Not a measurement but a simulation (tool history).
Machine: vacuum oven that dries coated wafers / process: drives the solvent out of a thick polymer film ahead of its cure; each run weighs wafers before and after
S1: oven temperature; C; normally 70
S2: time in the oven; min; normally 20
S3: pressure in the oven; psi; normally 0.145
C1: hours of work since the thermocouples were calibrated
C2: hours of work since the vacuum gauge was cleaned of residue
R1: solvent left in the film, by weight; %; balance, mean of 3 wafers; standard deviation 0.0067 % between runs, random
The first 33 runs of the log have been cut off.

Run 34, day 31.983: usual settings but S3 0.386 psi; C1 120; C2 1199. Result: R1 1.59 %.
Run 35, day 33.075: usual settings but S3 0.386 psi; C1 135; C2 1214. Result: R1 1.59 %.
Run 36, day 34.321: usual settings but S2 19 min, S3 0.126 psi; C1 152; C2 1232. Result: R1 1.054 %.
Run 37, day 35.354: usual settings but S1 72 C, S3 0.202 psi; C1 167; C2 1246. Result: R1 0.917 %.
Run 38, day 36.158: usual settings but S1 82 C, S2 21 min, S3 0.571 psi; C1 178; C2 1258. Result: R1 0.916 %.
Run 39, day 37.371: usual settings but S1 82 C, S2 21 min, S3 0.571 psi; C1 195; C2 1275. Result: R1 0.908 %.
Run 40, day 38.45: usual settings; C1 210; C2 1290. Result: R1 1.022 %.
Run 41, day 39.429: usual settings but S1 56 C, S2 17 min, S3 0.206 psi; C1 224; C2 1303. Result: R1 5.068 %.

Here are 3 independent what-if runs from the current tool condition. What would each one return?
Run A, day 40.621: usual settings but S1 55 C, S2 12 min, S3 0.078 psi; C1 241; C2 1320. Result: R1 ?.
Run B, day 40.621: usual settings but S1 58 C, S3 0.187 psi; C1 241; C2 1320. Result: R1 ?.
Run C, day 40.621: usual settings but S3 0.074 psi; C1 241; C2 1320. Result: R1 ?.

run     R1
  A  6.288
  B   3.77
  C  0.868
With no hidden state in the tool, these same runs would have given:
run     R1
  A  6.431
  B  3.918
  C   0.91
